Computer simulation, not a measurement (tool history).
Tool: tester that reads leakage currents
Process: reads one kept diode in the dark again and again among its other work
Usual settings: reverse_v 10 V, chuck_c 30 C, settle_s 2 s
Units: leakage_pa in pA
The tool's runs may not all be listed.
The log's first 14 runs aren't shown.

{"run": 15, "hour": 1486.1, "reverse_v": 10, "chuck_c": 30, "settle_s": 2, "leakage_pa": 133.41}
{"hour": 1532.8, "done": "probe card cleaned and baked"}
{"run": 16, "hour": 1596.0, "reverse_v": 1.9, "chuck_c": 30, "settle_s": 2, "leakage_pa": 52.13}
{"run": 17, "hour": 1718.1, "reverse_v": 1.9, "chuck_c": 54, "settle_s": 2, "leakage_pa": 421.63}
{"run": 18, "hour": 1865.5, "reverse_v": 12.8, "chuck_c": 30, "settle_s": 2.54, "leakage_pa": 153.29}
{"run": 19, "hour": 1975.9, "reverse_v": 7.3, "chuck_c": 42, "settle_s": 2.35, "leakage_pa": 330.66}
{"run": 20, "hour": 2083.9, "reverse_v": 1, "chuck_c": 22, "settle_s": 3.82, "leakage_pa": 16.67}
{"run": 21, "hour": 2233.9, "reverse_v": 1.2, "chuck_c": 21, "settle_s": 3.82, "leakage_pa": 16.78}
{"hour": 2277.7, "done": "chuck's temperature calibrated"}
{"run": 22, "hour": 2346.6, "reverse_v": 13.8, "chuck_c": 27, "settle_s": 0.38, "leakage_pa": 124.65}
{"run": 23, "hour": 2430.4, "reverse_v": 2.3, "chuck_c": 30, "settle_s": 5.06, "leakage_pa": 57.94}
{"run": 24, "hour": 2545.4, "reverse_v": 17.4, "chuck_c": 30, "settle_s": 4.57, "leakage_pa": 181.66}
{"run": 25, "hour": 2613.3, "reverse_v": 17.4, "chuck_c": 30, "settle_s": 1.44, "leakage_pa": 182.38}
{"run": 26, "hour": 2723.8, "reverse_v": 10, "chuck_c": 49, "settle_s": 0.79, "leakage_pa": 712.18}
{"run": 27, "hour": 2790.3, "reverse_v": 10, "chuck_c": 49, "settle_s": 0.79, "leakage_pa": 712.57}
{"run": 28, "hour": 2935.8, "reverse_v": 10.9, "chuck_c": 25, "settle_s": 3.69, "leakage_pa": 87.03}
{"run": 29, "hour": 3059.5, "reverse_v": 2.4, "chuck_c": 30, "settle_s": 0.43, "leakage_pa": 60.04}
{"run": 30, "hour": 3150.8, "reverse_v": 3, "chuck_c": 33, "settle_s": 2, "leakage_pa": 89.53}
{"run": 31, "hour": 3271.5, "reverse_v": 10, "chuck_c": 23, "settle_s": 2, "leakage_pa": 68.24}
{"run": 32, "hour": 3387.2, "reverse_v": 10, "chuck_c": 22, "settle_s": 0.81, "leakage_pa": 63.06}
{"run": 33, "hour": 3507.3, "reverse_v": 11.3, "chuck_c": 29, "settle_s": 2, "leakage_pa": 130.34}

Forecast each of these 4 alternatives for the next run:
{"run": "A", "hour": 3666.0, "reverse_v": 7.8, "chuck_c": 33, "settle_s": 0.84, "leakage_pa": "?"}
{"run": "B", "hour": 3666.0, "reverse_v": 2.5, "chuck_c": 43, "settle_s": 0.46, "leakage_pa": "?"}
{"run": "C", "hour": 3666.0, "reverse_v": 7.3, "chuck_c": 30, "settle_s": 2, "leakage_pa": "?"}
{"run": "D", "hour": 3666.0, "reverse_v": 4.5, "chuck_c": 35, "settle_s": 6.71, "leakage_pa": "?"}

run=A leakage_pa=152.99
run=B leakage_pa=197
run=C leakage_pa=111.32
run=D leakage_pa=134.25
Without the tool's hidden state the same runs would have given:
run=A leakage_pa=152.92
run=B leakage_pa=196.95
run=C leakage_pa=111.26
run=D leakage_pa=134.2
